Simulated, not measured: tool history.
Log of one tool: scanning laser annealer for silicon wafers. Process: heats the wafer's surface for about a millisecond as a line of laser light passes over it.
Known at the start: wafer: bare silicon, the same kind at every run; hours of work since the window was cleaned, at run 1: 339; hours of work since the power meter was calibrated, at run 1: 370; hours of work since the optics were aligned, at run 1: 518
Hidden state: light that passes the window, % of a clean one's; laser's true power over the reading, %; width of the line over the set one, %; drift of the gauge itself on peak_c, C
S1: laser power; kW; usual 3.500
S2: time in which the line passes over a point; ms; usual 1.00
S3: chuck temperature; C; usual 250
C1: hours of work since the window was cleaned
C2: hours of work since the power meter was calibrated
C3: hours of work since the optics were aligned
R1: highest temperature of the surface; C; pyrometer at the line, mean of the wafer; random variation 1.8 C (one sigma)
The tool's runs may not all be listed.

Run 1, day 0.000: usual settings; C1 339; C2 370; C3 518. Result: R1 990 C.
Run 2, day 0.550: usual settings; C1 346; C2 377; C3 525. Result: R1 994 C.
Run 3, day 1.183: usual settings; C1 354; C2 385; C3 533. Result: R1 994 C.
Run 4, day 1.817: usual settings but S3 288 C; C1 362; C2 393; C3 541. Result: R1 1033 C.
Run 5, day 2.579: usual settings but S3 220 C; C1 372; C2 403; C3 550. Result: R1 960 C.
Run 6, day 3.233: usual settings but S3 220 C; C1 380; C2 411; C3 559. Result: R1 962 C.
Run 7, day 3.858: usual settings but S3 219 C; C1 388; C2 419; C3 567. Result: R1 958 C.
Run 8, day 4.275: usual settings but S3 219 C; C1 393; C2 424; C3 572. Result: R1 959 C.
Run 9, day 4.992: usual settings; C1 402; C2 433; C3 581. Result: R1 990 C.
Run 10, day 5.338: usual settings; C1 407; C2 438; C3 585. Result: R1 989 C.
Run 11, day 5.692: usual settings; C1 411; C2 442; C3 590. Result: R1 994 C.
Run 12, day 6.375: usual settings; C1 420; C2 451; C3 598. Result: R1 990 C.
Run 13, day 7.142: usual settings; C1 429; C2 460; C3 608. Result: R1 990 C.
Run 14, day 7.554: usual settings; C1 435; C2 466; C3 613. Result: R1 988 C.
Run 15, day 8.300: usual settings; C1 444; C2 475; C3 623. Result: R1 989 C.
Run 16, day 8.817: usual settings; C1 451; C2 482; C3 629. Result: R1 989 C.
Run 17, day 9.579: usual settings; C1 460; C2 491; C3 639. Result: R1 986 C.
Run 18, day 10.125: usual settings; C1 467; C2 498; C3 646. Result: R1 988 C.
Run 19, day 10.554: usual settings; C1 473; C2 504; C3 651. Result: R1 987 C.
Run 20, day 11.196: usual settings; C1 481; C2 512; C3 659. Result: R1 985 C.
Run 21, day 11.533: usual settings; C1 485; C2 516; C3 664. Result: R1 988 C.
Run 22, day 12.008: usual settings; C1 491; C2 522; C3 669. Result: R1 986 C.
Run 23, day 12.712: usual settings but S1 3.383 kW, S3 287 C; C1 500; C2 531; C3 678. Result: R1 1001 C.
Run 24, day 13.329: usual settings but S3 290 C; C1 508; C2 539; C3 686. Result: R1 1025 C.
Run 25, day 13.888: usual settings but S3 290 C; C1 515; C2 546; C3 693. Result: R1 1025 C.
Run 26, day 14.508: usual settings but S1 3.529 kW, S3 231 C; C1 523; C2 554; C3 701. Result: R1 971 C.
Run 27, day 15.138: usual settings but S1 3.529 kW, S2 0.71 ms, S3 231 C; C1 531; C2 562; C3 709. Result: R1 845 C.
Run 28, day 15.912: usual settings but S1 3.529 kW, S2 0.71 ms, S3 231 C; C1 540; C2 571; C3 719. Result: R1 844 C.
Run 29, day 16.696: usual settings but S1 3.398 kW, S2 1.11 ms, S3 283 C; C1 550; C2 581; C3 729. Result: R1 1040 C.
Run 30, day 17.017: usual settings but S1 3.193 kW, S2 1.18 ms, S3 283 C; C1 554; C2 585; C3 733. Result: R1 1025 C.
Run 31, day 17.492: usual settings but S1 3.193 kW, S2 1.18 ms, S3 283 C; C1 560; C2 591; C3 739. Result: R1 1027 C.
Run 32, day 18.262: usual settings but S1 3.606 kW; C1 570; C2 601; C3 749. Result: R1 1001 C.
Run 33, day 18.746: usual settings but S1 3.606 kW; C1 576; C2 607; C3 755. Result: R1 1004 C.
Run 34, day 19.358: usual settings but S1 3.582 kW, S3 286 C; C1 584; C2 615; C3 762. Result: R1 1033 C.
Run 35, day 19.696: usual settings but S1 3.582 kW, S3 286 C; C1 588; C2 619; C3 767. Result: R1 1037 C.
Run 36, day 20.100: usual settings but S1 3.064 kW, S2 1.15 ms, S3 282 C; C1 593; C2 624; C3 772. Result: R1 983 C.
Run 37, day 20.854: usual settings but S1 3.064 kW, S2 1.15 ms, S3 282 C; C1 603; C2 634; C3 781. Result: R1 980 C.
Run 38, day 21.646: usual settings but S1 3.064 kW, S2 1.15 ms, S3 282 C; C1 613; C2 644; C3 791. Result: R1 981 C.
Run 39, day 22.312: usual settings but S1 3.801 kW, S2 1.09 ms, S3 254 C; C1 621; C2 652; C3 800. Result: R1 1080 C.
Run 40, day 22.858: usual settings but S1 3.698 kW, S2 0.80 ms, S3 267 C; C1 628; C2 659; C3 807. Result: R1 947 C.
Run 41, day 23.592: usual settings but S1 3.698 kW, S2 0.80 ms, S3 267 C; C1 637; C2 668; C3 816. Result: R1 945 C.
Run 42, day 23.975: usual settings but S1 3.399 kW, S2 1.07 ms; C1 642; C2 673; C3 821. Result: R1 986 C.

Some steps in R1 between neighbouring runs. How much of each would the tool show without its hidden state too (settings, what came in, random variation), and how much is left for the hidden state, with any gauge scatter that isn't in both results?
Run 26 -> 27: S2 1.00 -> 0.71. R1 -126 C: hidden state +4, all else -130.
Run 28 -> 29: S1 3.529 -> 3.398, S2 0.71 -> 1.11, S3 231 -> 283. R1 +196 C: hidden state -4, all else +200.
Run 38 -> 39: S1 3.064 -> 3.801, S2 1.15 -> 1.09, S3 282 -> 254. R1 +99 C: hidden state -6, all else +105.
Run 39 -> 40: S1 3.801 -> 3.698, S2 1.09 -> 0.80, S3 254 -> 267. R1 -133 C: hidden state +5, all else -138.
